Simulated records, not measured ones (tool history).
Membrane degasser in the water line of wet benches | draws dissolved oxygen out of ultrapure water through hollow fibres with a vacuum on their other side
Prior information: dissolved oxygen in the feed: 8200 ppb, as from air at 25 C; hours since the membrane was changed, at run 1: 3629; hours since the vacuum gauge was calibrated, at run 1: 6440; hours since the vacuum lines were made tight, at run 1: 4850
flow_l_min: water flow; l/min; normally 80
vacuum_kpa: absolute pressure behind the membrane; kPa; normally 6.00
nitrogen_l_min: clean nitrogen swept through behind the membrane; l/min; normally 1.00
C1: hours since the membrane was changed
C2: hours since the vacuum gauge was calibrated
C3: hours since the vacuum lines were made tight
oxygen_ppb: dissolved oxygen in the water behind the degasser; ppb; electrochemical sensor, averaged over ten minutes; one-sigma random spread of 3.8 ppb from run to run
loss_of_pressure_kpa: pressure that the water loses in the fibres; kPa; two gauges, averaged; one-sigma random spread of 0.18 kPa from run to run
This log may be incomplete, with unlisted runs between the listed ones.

Run 1, hour 0.0: usual settings; C1 3629; C2 6440; C3 4850. Result: oxygen_ppb 417.4 ppb, loss_of_pressure_kpa 32.59 kPa.
Run 2, hour 129.4: usual settings; C1 3758; C2 6569; C3 4980. Result: oxygen_ppb 423.9 ppb, loss_of_pressure_kpa 32.59 kPa.
Run 3, hour 238.7: usual settings; C1 3867; C2 6679; C3 5089. Result: oxygen_ppb 427.5 ppb, loss_of_pressure_kpa 32.37 kPa.
Run 4, hour 369.3: usual settings but flow_l_min 50 l/min; C1 3998; C2 6809; C3 5220. Result: oxygen_ppb 295.7 ppb, loss_of_pressure_kpa 20.42 kPa.
Run 5, hour 461.1: usual settings but vacuum_kpa 7.69 kPa; C1 4090; C2 6901; C3 5311. Result: oxygen_ppb 644.7 ppb, loss_of_pressure_kpa 32.60 kPa.
Run 6, hour 548.2: usual settings but vacuum_kpa 7.69 kPa; C1 4177; C2 6988; C3 5398. Result: oxygen_ppb 639.8 ppb, loss_of_pressure_kpa 32.56 kPa.
Run 7, hour 731.5: usual settings but nitrogen_l_min 0.57 l/min; C1 4360; C2 7171; C3 5582. Result: oxygen_ppb 587.7 ppb, loss_of_pressure_kpa 32.51 kPa.
Run 8, hour 838.6: usual settings but vacuum_kpa 7.40 kPa; C1 4467; C2 7278; C3 5689. Result: oxygen_ppb 602.1 ppb, loss_of_pressure_kpa 32.35 kPa.
Run 9, hour 923.3: usual settings but vacuum_kpa 4.24 kPa; C1 4552; C2 7363; C3 5774. Result: oxygen_ppb 207.0 ppb, loss_of_pressure_kpa 32.87 kPa.
Run 10, hour 1092.0: usual settings; C1 4721; C2 7532; C3 5942. Result: oxygen_ppb 427.5 ppb, loss_of_pressure_kpa 32.81 kPa.
At hour 1114.3: vacuum gauge calibrated.
Run 11, hour 1189.8: usual settings; C1 4818; C2 76; C3 6040. Result: oxygen_ppb 447.9 ppb, loss_of_pressure_kpa 32.72 kPa.
Run 12, hour 1386.6: usual settings; C1 5015; C2 272; C3 6236. Result: oxygen_ppb 438.8 ppb, loss_of_pressure_kpa 33.07 kPa.
Run 13, hour 1547.2: usual settings; C1 5175; C2 433; C3 6397. Result: oxygen_ppb 446.3 ppb, loss_of_pressure_kpa 32.92 kPa.
Run 14, hour 1713.8: usual settings but vacuum_kpa 5.64 kPa; C1 5342; C2 600; C3 6564. Result: oxygen_ppb 408.4 ppb, loss_of_pressure_kpa 32.52 kPa.
Run 15, hour 1824.5: usual settings but vacuum_kpa 5.64 kPa; C1 5453; C2 710; C3 6674. Result: oxygen_ppb 403.6 ppb, loss_of_pressure_kpa 32.96 kPa.
Run 16, hour 2029.2: usual settings but vacuum_kpa 5.64 kPa; C1 5657; C2 915; C3 6879. Result: oxygen_ppb 406.7 ppb, loss_of_pressure_kpa 32.91 kPa.
Run 17, hour 2117.1: usual settings but flow_l_min 128 l/min, vacuum_kpa 3.96 kPa, nitrogen_l_min 1.39 l/min; C1 5745; C2 1003; C3 6967. Result: oxygen_ppb 297.4 ppb, loss_of_pressure_kpa 53.01 kPa.
At hour 2262.8: vacuum gauge calibrated, once more.
Run 18, hour 2298.6: usual settings but flow_l_min 122 l/min, vacuum_kpa 5.14 kPa, nitrogen_l_min 0.59 l/min; C1 5926; C2 36; C3 7148. Result: oxygen_ppb 513.2 ppb, loss_of_pressure_kpa 50.03 kPa.
Run 19, hour 2448.1: usual settings but flow_l_min 61 l/min, vacuum_kpa 5.35 kPa, nitrogen_l_min 1.59 l/min; C1 6076; C2 185; C3 7297. Result: oxygen_ppb 167.6 ppb, loss_of_pressure_kpa 25.21 kPa.
Run 20, hour 2564.1: usual settings but flow_l_min 61 l/min, vacuum_kpa 5.35 kPa, nitrogen_l_min 1.59 l/min; C1 6192; C2 301; C3 7413. Result: oxygen_ppb 174.0 ppb, loss_of_pressure_kpa 25.08 kPa.
Run 21, hour 2661.1: usual settings but vacuum_kpa 5.14 kPa; C1 6289; C2 398; C3 7510. Result: oxygen_ppb 268.3 ppb, loss_of_pressure_kpa 33.26 kPa.
Run 22, hour 2781.9: usual settings but flow_l_min 88 l/min, vacuum_kpa 11.90 kPa, nitrogen_l_min 0.45 l/min; C1 6409; C2 519; C3 7631. Result: oxygen_ppb 1681.4 ppb, loss_of_pressure_kpa 36.05 kPa.
Run 23, hour 2955.7: usual settings but flow_l_min 88 l/min, vacuum_kpa 12.10 kPa, nitrogen_l_min 0.61 l/min; C1 6583; C2 693; C3 7805. Result: oxygen_ppb 1505.4 ppb, loss_of_pressure_kpa 36.43 kPa.
Run 24, hour 3133.6: usual settings but flow_l_min 92 l/min; C1 6761; C2 871; C3 7983. Result: oxygen_ppb 426.5 ppb, loss_of_pressure_kpa 38.30 kPa.
Run 25, hour 3244.0: usual settings but flow_l_min 86 l/min, vacuum_kpa 9.80 kPa, nitrogen_l_min 0.48 l/min; C1 6872; C2 981; C3 8093. Result: oxygen_ppb 1280.2 ppb, loss_of_pressure_kpa 35.64 kPa.
Run 26, hour 3405.7: usual settings but flow_l_min 86 l/min, vacuum_kpa 9.80 kPa, nitrogen_l_min 0.48 l/min; C1 7033; C2 1143; C3 8255. Result: oxygen_ppb 1290.3 ppb, loss_of_pressure_kpa 35.51 kPa.
At hour 3417.6: seals of the vacuum lines changed.
Run 27, hour 3580.4: usual settings but vacuum_kpa 7.58 kPa, nitrogen_l_min 0.64 l/min; C1 7206; C2 1316; C3 163. Result: oxygen_ppb 754.0 ppb, loss_of_pressure_kpa 33.26 kPa.
Run 28, hour 3738.1: usual settings but flow_l_min 113 l/min, vacuum_kpa 8.65 kPa, nitrogen_l_min 1.37 l/min; C1 7364; C2 1473; C3 321. Result: oxygen_ppb 792.6 ppb, loss_of_pressure_kpa 46.63 kPa.
Run 29, hour 3843.5: usual settings but nitrogen_l_min 1.97 l/min; C1 7469; C2 1579; C3 426. Result: oxygen_ppb 249.5 ppb, loss_of_pressure_kpa 33.33 kPa.
Run 30, hour 3937.6: usual settings but flow_l_min 75 l/min, vacuum_kpa 12.03 kPa, nitrogen_l_min 2.02 l/min; C1 7563; C2 1673; C3 520. Result: oxygen_ppb 640.2 ppb, loss_of_pressure_kpa 31.41 kPa.
Run 31, hour 4038.8: usual settings but nitrogen_l_min 0.60 l/min; C1 7664; C2 1774; C3 621. Result: oxygen_ppb 524.8 ppb, loss_of_pressure_kpa 33.23 kPa.
Run 32, hour 4178.8: usual settings but flow_l_min 101 l/min, vacuum_kpa 13.32 kPa; C1 7804; C2 1914; C3 761. Result: oxygen_ppb 1436.8 ppb, loss_of_pressure_kpa 42.09 kPa.

How the hidden state differs across the entries between the runs, from the last listed run before each to the first after it:
After run 10, before run 11: vacuum gauge calibrated (hour 1114.3)
  membrane still open, %: 97.3 -> 97.2; true pressure behind the membrane over the reading, kPa: 0.39 -> 0.53; air that leaks in behind the membrane, l/min: 0.0238 -> 0.0241
  measured result minus the result with no hidden state, oxygen_ppb: +49.7 -> +66.6 ppb; loss_of_pressure_kpa: +0.89 -> +0.91 kPa
After run 17, before run 18: vacuum gauge calibrated, once more (hour 2262.8)
  membrane still open, %: 96.7 -> 96.6; true pressure behind the membrane over the reading, kPa: 0.57 -> -0.01; air that leaks in behind the membrane, l/min: 0.0272 -> 0.0278
  measured result minus the result with no hidden state, oxygen_ppb: +92.8 -> +6.9 ppb; loss_of_pressure_kpa: +1.74 -> +1.71 kPa
After run 26, before run 27: seals of the vacuum lines changed (hour 3417.6)
  membrane still open, %: 95.9 -> 95.8; true pressure behind the membrane over the reading, kPa: 0.04 -> 0.05; air that leaks in behind the membrane, l/min: 0.0314 -> 0.0031
  measured result minus the result with no hidden state, oxygen_ppb: -8.0 -> +11.7 ppb; loss_of_pressure_kpa: +1.45 -> +1.38 kPa

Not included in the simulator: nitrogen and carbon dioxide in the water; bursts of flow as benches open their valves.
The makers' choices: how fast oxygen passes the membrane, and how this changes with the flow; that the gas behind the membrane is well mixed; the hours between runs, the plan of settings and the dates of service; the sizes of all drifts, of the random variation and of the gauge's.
